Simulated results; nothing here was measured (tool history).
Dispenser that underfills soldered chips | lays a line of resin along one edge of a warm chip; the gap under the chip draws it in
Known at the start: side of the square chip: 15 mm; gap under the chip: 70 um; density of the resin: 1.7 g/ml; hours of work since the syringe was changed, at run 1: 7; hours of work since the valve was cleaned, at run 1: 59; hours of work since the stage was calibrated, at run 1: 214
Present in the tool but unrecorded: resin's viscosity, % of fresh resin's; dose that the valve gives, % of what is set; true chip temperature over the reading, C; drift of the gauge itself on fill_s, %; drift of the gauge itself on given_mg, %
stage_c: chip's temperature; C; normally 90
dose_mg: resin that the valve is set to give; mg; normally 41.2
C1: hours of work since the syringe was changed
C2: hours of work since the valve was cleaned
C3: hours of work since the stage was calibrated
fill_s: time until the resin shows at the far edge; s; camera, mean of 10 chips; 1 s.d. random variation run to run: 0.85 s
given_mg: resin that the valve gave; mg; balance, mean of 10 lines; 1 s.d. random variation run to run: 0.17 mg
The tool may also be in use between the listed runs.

run 1 day=0 | stage_c=90 dose_mg=41.2 | C1=7 C2=59 C3=214 | fill_s=120.8 given_mg=39.18
-- day=0.083 new syringe of resin
run 2 day=0.262 | stage_c=103 dose_mg=41.2 | C1=3 C2=64 C3=219 | fill_s=55.1 given_mg=39.11
run 3 day=0.525 | stage_c=103 dose_mg=41.2 | C1=8 C2=68 C3=224 | fill_s=71 given_mg=39.29
-- day=0.575 new syringe of resin
run 4 day=0.808 | stage_c=90 dose_mg=41.2 | C1=4 C2=73 C3=228 | fill_s=104.6 given_mg=38.67
run 5 day=1.033 | stage_c=90 dose_mg=41.2 | C1=8 C2=77 C3=232 | fill_s=127.9 given_mg=38.59
-- day=1.062 new syringe of resin
run 6 day=1.271 | stage_c=90 dose_mg=41.2 | C1=4 C2=81 C3=236 | fill_s=103.6 given_mg=38.55
-- day=1.55 new syringe of resin
run 7 day=1.562 | stage_c=90 dose_mg=41.2 | C1=0 C2=86 C3=241 | fill_s=87 given_mg=38.35
-- day=1.8 dispensing valve cleaned and set on the balance
run 8 day=1.8 | stage_c=90 dose_mg=41.2 | C1=4 C2=0 C3=245 | fill_s=101 given_mg=41.22
run 9 day=2.021 | stage_c=90 dose_mg=41.2 | C1=8 C2=4 C3=249 | fill_s=121.4 given_mg=41.16
-- day=2.083 new syringe of resin
run 10 day=2.238 | stage_c=88 dose_mg=41.2 | C1=3 C2=8 C3=253 | fill_s=107 given_mg=40.79
run 11 day=2.454 | stage_c=90 dose_mg=41.2 | C1=7 C2=11 C3=256 | fill_s=116.8 given_mg=40.71
-- day=2.562 new syringe of resin
run 12 day=2.775 | stage_c=90 dose_mg=40.2 | C1=4 C2=17 C3=262 | fill_s=101.8 given_mg=39.77
run 13 day=2.954 | stage_c=90 dose_mg=45.8 | C1=7 C2=20 C3=265 | fill_s=120.5 given_mg=44.84
-- day=3.042 new syringe of resin
run 14 day=3.104 | stage_c=90 dose_mg=45.8 | C1=1 C2=23 C3=268 | fill_s=89.9 given_mg=44.56
run 15 day=3.404 | stage_c=90 dose_mg=45.8 | C1=6 C2=28 C3=273 | fill_s=115.5 given_mg=44.86
-- day=3.542 new syringe of resin
run 16 day=3.567 | stage_c=90 dose_mg=45.8 | C1=0 C2=31 C3=276 | fill_s=87.7 given_mg=44.55
run 17 day=3.762 | stage_c=101 dose_mg=41.2 | C1=4 C2=34 C3=279 | fill_s=63.4 given_mg=40.1
run 18 day=3.958 | stage_c=101 dose_mg=51.8 | C1=7 C2=38 C3=283 | fill_s=74 given_mg=50.44
-- day=4.025 new syringe of resin
run 19 day=4.142 | stage_c=101 dose_mg=44.9 | C1=2 C2=41 C3=286 | fill_s=56.7 given_mg=43.44
run 20 day=4.279 | stage_c=91 dose_mg=52.5 | C1=5 C2=43 C3=288 | fill_s=97.6 given_mg=50.49
run 21 day=4.433 | stage_c=93 dose_mg=39.8 | C1=7 C2=46 C3=291 | fill_s=106 given_mg=38.34
-- day=4.517 new syringe of resin
run 22 day=4.754 | stage_c=91 dose_mg=40.6 | C1=4 C2=52 C3=297 | fill_s=98.1 given_mg=38.62
-- day=5.012 new syringe of resin
run 23 day=5.046 | stage_c=80 dose_mg=47.1 | C1=1 C2=57 C3=302 | fill_s=137.9 given_mg=45.03
run 24 day=5.333 | stage_c=80 dose_mg=47.1 | C1=6 C2=62 C3=307 | fill_s=175.4 given_mg=44.84
-- day=5.5 new syringe of resin
run 25 day=5.617 | stage_c=81 dose_mg=36.8 | C1=2 C2=67 C3=312 | fill_s=153.5 given_mg=34.75
run 26 day=5.771 | stage_c=81 dose_mg=51.1 | C1=5 C2=69 C3=314 | fill_s=166.4 given_mg=47.76
run 27 day=5.933 | stage_c=84 dose_mg=36.5 | C1=8 C2=72 C3=317 | fill_s=174.7 given_mg=34.18
-- day=5.988 new syringe of resin
run 28 day=6.104 | stage_c=79 dose_mg=45.5 | C1=2 C2=75 C3=320 | fill_s=160.7 given_mg=42.56
run 29 day=6.417 | stage_c=79 dose_mg=45.5 | C1=8 C2=81 C3=326 | fill_s=212.7 given_mg=42.56
-- day=6.479 new syringe of resin
run 30 day=6.738 | stage_c=79 dose_mg=48.8 | C1=5 C2=86 C3=331 | fill_s=181.9 given_mg=45.29
-- day=6.983 dispensing valve cleaned and set on the balance
-- day=7.012 new syringe of resin
run 31 day=7.079 | stage_c=102 dose_mg=48.7 | C1=1 C2=2 C3=336 | fill_s=52.2 given_mg=48.3
run 32 day=7.246 | stage_c=88 dose_mg=35.6 | C1=4 C2=4 C3=339 | fill_s=120.6 given_mg=35.27
-- day=7.492 new syringe of resin
run 33 day=7.492 | stage_c=100 dose_mg=37.6 | C1=0 C2=9 C3=344 | fill_s=55.2 given_mg=37.2
run 34 day=7.625 | stage_c=100 dose_mg=37.6 | C1=2 C2=11 C3=346 | fill_s=62.9 given_mg=36.93
run 35 day=7.892 | stage_c=100 dose_mg=52.2 | C1=7 C2=16 C3=351 | fill_s=75.3 given_mg=51.57

What differs in the tool's unlogged condition from the final listed run ahead of each entry between runs to the first listed run following it?
Runs 1 to 2: new syringe of resin (day 0.083)
  resin's viscosity, % of fresh resin's: 142.3 -> 118.5; dose that the valve gives, % of what is set: 95.19 -> 94.82; true chip temperature over the reading, C: -1.12 -> -1.14
  measured value less the no-hidden-state value, fill_s: +40.6 -> +11.3 s; given_mg: -1.99 -> -2.13 mg
Runs 3 to 4: new syringe of resin (day 0.575)
  resin's viscosity, % of fresh resin's: 148.3 -> 122.5; dose that the valve gives, % of what is set: 94.44 -> 94.03; true chip temperature over the reading, C: -1.16 -> -1.19
  measured value less the no-hidden-state value, fill_s: +25.9 -> +24.6 s; given_mg: -2.31 -> -2.46 mg
Runs 5 to 6: new syringe of resin (day 1.062)
  resin's viscosity, % of fresh resin's: 148.2 -> 121.3; dose that the valve gives, % of what is set: 93.71 -> 93.4; true chip temperature over the reading, C: -1.21 -> -1.23
  measured value less the no-hidden-state value, fill_s: +47.2 -> +23.9 s; given_mg: -2.58 -> -2.73 mg
Runs 6 to 7: new syringe of resin (day 1.55)
  resin's viscosity, % of fresh resin's: 121.3 -> 101.6; dose that the valve gives, % of what is set: 93.4 -> 93; true chip temperature over the reading, C: -1.23 -> -1.25
  measured value less the no-hidden-state value, fill_s: +23.9 -> +7.2 s; given_mg: -2.73 -> -2.89 mg
Runs 7 to 8: dispensing valve cleaned and set on the balance (day 1.8)
  resin's viscosity, % of fresh resin's: 101.6 -> 120.2; dose that the valve gives, % of what is set: 93 -> 99.89; true chip temperature over the reading, C: -1.25 -> -1.27
  measured value less the no-hidden-state value, fill_s: +7.2 -> +21.7 s; given_mg: -2.89 -> -0.05 mg
Runs 9 to 10: new syringe of resin (day 2.083)
  resin's viscosity, % of fresh resin's: 144.9 -> 113.3; dose that the valve gives, % of what is set: 99.54 -> 99.21; true chip temperature over the reading, C: -1.29 -> -1.3
  measured value less the no-hidden-state value, fill_s: +42.7 -> +18.3 s; given_mg: -0.19 -> -0.32 mg
Runs 11 to 12: new syringe of resin (day 2.562)
  resin's viscosity, % of fresh resin's: 136.4 -> 121.1; dose that the valve gives, % of what is set: 98.87 -> 98.41; true chip temperature over the reading, C: -1.32 -> -1.35
  measured value less the no-hidden-state value, fill_s: +36.4 -> +23.2 s; given_mg: -0.46 -> -0.64 mg
Runs 13 to 14: new syringe of resin (day 3.042)
  resin's viscosity, % of fresh resin's: 140.7 -> 105.7; dose that the valve gives, % of what is set: 98.16 -> 97.95; true chip temperature over the reading, C: -1.37 -> -1.38
  measured value less the no-hidden-state value, fill_s: +40.2 -> +10.3 s; given_mg: -0.84 -> -0.94 mg
Runs 15 to 16: new syringe of resin (day 3.542)
  resin's viscosity, % of fresh resin's: 136.3 -> 103; dose that the valve gives, % of what is set: 97.52 -> 97.32; true chip temperature over the reading, C: -1.4 -> -1.42
  measured value less the no-hidden-state value, fill_s: +36.3 -> +8.2 s; given_mg: -1.14 -> -1.23 mg
Runs 18 to 19: new syringe of resin (day 4.025)
  resin's viscosity, % of fresh resin's: 144.1 -> 109.8; dose that the valve gives, % of what is set: 96.74 -> 96.53; true chip temperature over the reading, C: -1.45 -> -1.47
  measured value less the no-hidden-state value, fill_s: +25.7 -> +8.5 s; given_mg: -1.7 -> -1.56 mg
Runs 21 to 22: new syringe of resin (day 4.517)
  resin's viscosity, % of fresh resin's: 140.5 -> 120.8; dose that the valve gives, % of what is set: 96.07 -> 95.65; true chip temperature over the reading, C: -1.49 -> -1.52
  measured value less the no-hidden-state value, fill_s: +36.1 -> +23 s; given_mg: -1.57 -> -1.76 mg
Runs 22 to 23: new syringe of resin (day 5.012)
  resin's viscosity, % of fresh resin's: 120.8 -> 100.3; dose that the valve gives, % of what is set: 95.65 -> 95.24; true chip temperature over the reading, C: -1.52 -> -1.55
  measured value less the no-hidden-state value, fill_s: +23 -> +11.1 s; given_mg: -1.76 -> -2.25 mg
Runs 24 to 25: new syringe of resin (day 5.5)
  resin's viscosity, % of fresh resin's: 127.9 -> 110.9; dose that the valve gives, % of what is set: 94.82 -> 94.41; true chip temperature over the reading, C: -1.57 -> -1.59
  measured value less the no-hidden-state value, fill_s: +49 -> +27.5 s; given_mg: -2.45 -> -2.06 mg
Runs 27 to 28: new syringe of resin (day 5.988)
  resin's viscosity, % of fresh resin's: 145.3 -> 110.5; dose that the valve gives, % of what is set: 93.94 -> 93.69; true chip temperature over the reading, C: -1.62 -> -1.63
  measured value less the no-hidden-state value, fill_s: +65.5 -> +27.4 s; given_mg: -2.2 -> -2.87 mg
Runs 29 to 30: new syringe of resin (day 6.479)
  resin's viscosity, % of fresh resin's: 144.3 -> 123.3; dose that the valve gives, % of what is set: 93.24 -> 92.78; true chip temperature over the reading, C: -1.66 -> -1.69
  measured value less the no-hidden-state value, fill_s: +78 -> +47.1 s; given_mg: -3.09 -> -3.53 mg
Runs 30 to 31: dispensing valve cleaned and set on the balance (day 6.983); new syringe of resin (day 7.012)
  resin's viscosity, % of fresh resin's: 123.3 -> 104.5; dose that the valve gives, % of what is set: 92.78 -> 99.65; true chip temperature over the reading, C: -1.69 -> -1.71
  measured value less the no-hidden-state value, fill_s: +47.1 -> +5.8 s; given_mg: -3.53 -> -0.17 mg
Runs 32 to 33: new syringe of resin (day 7.492)
  resin's viscosity, % of fresh resin's: 120.3 -> 99.7; dose that the valve gives, % of what is set: 99.43 -> 99.09; true chip temperature over the reading, C: -1.73 -> -1.75
  measured value less the no-hidden-state value, fill_s: +28.3 -> +4.1 s; given_mg: -0.2 -> -0.34 mg

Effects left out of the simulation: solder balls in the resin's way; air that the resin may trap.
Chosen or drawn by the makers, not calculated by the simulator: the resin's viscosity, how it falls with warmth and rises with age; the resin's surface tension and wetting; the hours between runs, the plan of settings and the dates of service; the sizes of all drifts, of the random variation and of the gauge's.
